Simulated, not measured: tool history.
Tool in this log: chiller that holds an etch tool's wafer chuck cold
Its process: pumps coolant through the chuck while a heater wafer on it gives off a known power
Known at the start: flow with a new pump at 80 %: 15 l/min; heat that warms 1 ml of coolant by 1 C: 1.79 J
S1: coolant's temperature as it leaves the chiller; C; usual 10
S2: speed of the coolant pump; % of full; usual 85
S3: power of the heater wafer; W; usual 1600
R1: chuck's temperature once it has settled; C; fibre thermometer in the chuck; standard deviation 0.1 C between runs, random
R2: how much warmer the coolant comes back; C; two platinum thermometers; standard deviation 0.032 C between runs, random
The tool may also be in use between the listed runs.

{"run": 1, "hour": 0.0, "S1": 10, "S2": 85, "S3": 1600, "R1": 27.3, "R2": 3.43}
{"run": 2, "hour": 29.3, "S1": 10, "S2": 70, "S3": 1600, "R1": 30.1, "R2": 4.14}
{"run": 3, "hour": 67.0, "S1": 10, "S2": 85, "S3": 2319, "R1": 34.8, "R2": 4.92}
{"run": 4, "hour": 111.8, "S1": 10, "S2": 100, "S3": 1600, "R1": 25.3, "R2": 2.95}
{"run": 5, "hour": 162.1, "S1": 10, "S2": 78, "S3": 1600, "R1": 28.6, "R2": 3.69}
{"run": 6, "hour": 190.5, "S1": 10, "S2": 78, "S3": 1600, "R1": 28.5, "R2": 3.73}
{"run": 7, "hour": 242.6, "S1": 10, "S2": 78, "S3": 1600, "R1": 28.4, "R2": 3.74}
{"run": 8, "hour": 274.0, "S1": 19, "S2": 85, "S3": 1600, "R1": 36.3, "R2": 3.42}
{"run": 9, "hour": 310.4, "S1": 19, "S2": 85, "S3": 1600, "R1": 36.3, "R2": 3.51}
{"run": 10, "hour": 345.8, "S1": 19, "S2": 85, "S3": 1600, "R1": 36.5, "R2": 3.46}
{"run": 11, "hour": 376.4, "S1": 10, "S2": 85, "S3": 915, "R1": 20.0, "R2": 1.98}
{"run": 12, "hour": 426.0, "S1": 11, "S2": 85, "S3": 1600, "R1": 28.5, "R2": 3.45}
{"run": 13, "hour": 456.4, "S1": 11, "S2": 85, "S3": 1600, "R1": 28.4, "R2": 3.41}
{"run": 14, "hour": 496.4, "S1": 10, "S2": 85, "S3": 1600, "R1": 27.5, "R2": 3.46}
{"run": 15, "hour": 519.1, "S1": 10, "S2": 85, "S3": 1600, "R1": 27.6, "R2": 3.47}
{"run": 16, "hour": 567.0, "S1": 10, "S2": 85, "S3": 1600, "R1": 27.4, "R2": 3.48}
{"run": 17, "hour": 602.1, "S1": 14, "S2": 63, "S3": 1600, "R1": 36.2, "R2": 4.62}
{"run": 18, "hour": 625.3, "S1": 3, "S2": 80, "S3": 1490, "R1": 20.3, "R2": 3.43}
{"run": 19, "hour": 672.1, "S1": 0, "S2": 80, "S3": 1104, "R1": 12.9, "R2": 2.51}
{"run": 20, "hour": 707.2, "S1": 17, "S2": 90, "S3": 1600, "R1": 33.7, "R2": 3.27}
{"run": 21, "hour": 745.7, "S1": 17, "S2": 90, "S3": 1017, "R1": 27.9, "R2": 2.08}
{"run": 22, "hour": 773.7, "S1": 8, "S2": 74, "S3": 1310, "R1": 23.9, "R2": 3.28}
{"run": 23, "hour": 820.4, "S1": 18, "S2": 70, "S3": 823, "R1": 28.6, "R2": 2.12}
{"run": 24, "hour": 846.3, "S1": 11, "S2": 74, "S3": 1380, "R1": 28.1, "R2": 3.39}
{"run": 25, "hour": 873.0, "S1": 18, "S2": 85, "S3": 1600, "R1": 35.9, "R2": 3.48}
{"run": 26, "hour": 896.4, "S1": 18, "S2": 60, "S3": 1262, "R1": 36.4, "R2": 3.86}
{"run": 27, "hour": 945.6, "S1": 12, "S2": 60, "S3": 1262, "R1": 30.5, "R2": 3.86}
{"run": 28, "hour": 982.7, "S1": 10, "S2": 76, "S3": 2043, "R1": 34.9, "R2": 4.9}
{"run": 29, "hour": 1026.3, "S1": 3, "S2": 98, "S3": 1290, "R1": 16.0, "R2": 2.39}
{"run": 30, "hour": 1056.7, "S1": 3, "S2": 98, "S3": 1290, "R1": 15.9, "R2": 2.41}
{"run": 31, "hour": 1084.0, "S1": 3, "S2": 98, "S3": 1290, "R1": 16.2, "R2": 2.44}

What would each run have given without the hidden state, its run-to-run variation left as it was?
The hidden state here: heat passed by the chuck's channels, % of clean ones'; flow at a given pump speed, % of a new pump's; coolant's true temperature over the reading, C; drift of the gauge itself on chuck_c, C; drift of the gauge itself on warmer_back_c, C.
run=1 R1=26.7 R2=3.39
run=2 R1=29.4 R2=4.08
run=3 R1=34.0 R2=4.84
run=4 R1=24.7 R2=2.90
run=5 R1=27.9 R2=3.63
run=6 R1=27.8 R2=3.67
run=7 R1=27.6 R2=3.67
run=8 R1=35.5 R2=3.36
run=9 R1=35.6 R2=3.45
run=10 R1=35.6 R2=3.39
run=11 R1=19.5 R2=1.94
run=12 R1=27.6 R2=3.38
run=13 R1=27.6 R2=3.33
run=14 R1=26.6 R2=3.38
run=15 R1=26.6 R2=3.40
run=16 R1=26.4 R2=3.40
run=17 R1=35.1 R2=4.52
run=18 R1=19.3 R2=3.35
run=19 R1=12.1 R2=2.45
run=20 R1=32.7 R2=3.19
run=21 R1=27.2 R2=2.03
run=22 R1=22.9 R2=3.19
run=23 R1=27.8 R2=2.06
run=24 R1=27.0 R2=3.30
run=25 R1=34.7 R2=3.38
run=26 R1=35.2 R2=3.75
run=27 R1=29.3 R2=3.75
run=28 R1=33.3 R2=4.75
run=29 R1=15.0 R2=2.32
run=30 R1=14.9 R2=2.34
run=31 R1=15.2 R2=2.37
